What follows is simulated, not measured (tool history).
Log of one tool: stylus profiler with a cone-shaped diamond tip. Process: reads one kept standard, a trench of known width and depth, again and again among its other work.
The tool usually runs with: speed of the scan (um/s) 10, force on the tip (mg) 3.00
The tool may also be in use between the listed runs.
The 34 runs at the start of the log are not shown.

| run | day | speed of the scan (um/s) | force on the tip (mg) | scans with this tip | hours of work since the height scale was calibrated | depth of the trench (nm) | width of the trench's floor (µm) |
|---|---|---|---|---|---|---|---|
| 35 | 67.246 | 3 | 2.54 | 11218 | 133 | 101.65 | 48.40 |
| 36 | 69.308 | 30 | 8.66 | 11425 | 168 | 103.61 | 48.27 |
| 37 | 70.575 | 30 | 8.66 | 11552 | 190 | 103.61 | 48.34 |
| 38 | 72.238 | 11 | 6.18 | 11719 | 218 | 102.92 | 48.45 |
| 39 | 73.812 | 6 | 1.16 | 11877 | 245 | 100.98 | 48.38 |
| 40 | 76.350 | 6 | 1.16 | 12132 | 289 | 101.01 | 48.37 |
| 41 | 77.946 | 11 | 3.00 | 12292 | 316 | 101.88 | 48.31 |
| 42 | 80.208 | 11 | 3.00 | 12519 | 354 | 101.89 | 48.31 |
| 43 | 82.025 | 17 | 1.36 | 12702 | 385 | 101.17 | 48.29 |
| 44 | 83.596 | 17 | 1.36 | 12860 | 412 | 101.24 | 48.29 |
| 45 | 84.796 | 3 | 7.03 | 12980 | 433 | 103.24 | 48.40 |
| 46 | 86.596 | 3 | 7.03 | 13161 | 463 | 103.29 | 48.34 |

Branching from run 46: 3 alternative next runs. What would each branch give?
| A | 88.646 | 5 | 4.80 | 13367 | 498 | ? | ? |
| B | 88.646 | 30 | 2.61 | 13367 | 498 | ? | ? |
| C | 88.646 | 17 | 6.15 | 13367 | 498 | ? | ? |

| run | depth of the trench (nm) | width of the trench's floor (µm) |
|---|---|---|
| A | 102.62 | 48.31 |
| B | 101.79 | 48.27 |
| C | 103.02 | 48.35 |
Had the tool no hidden state, the same runs would have come out as:
| run | depth of the trench (nm) | width of the trench's floor (µm) |
|---|---|---|
| A | 102.44 | 48.68 |
| B | 101.62 | 48.64 |
| C | 102.84 | 48.72 |
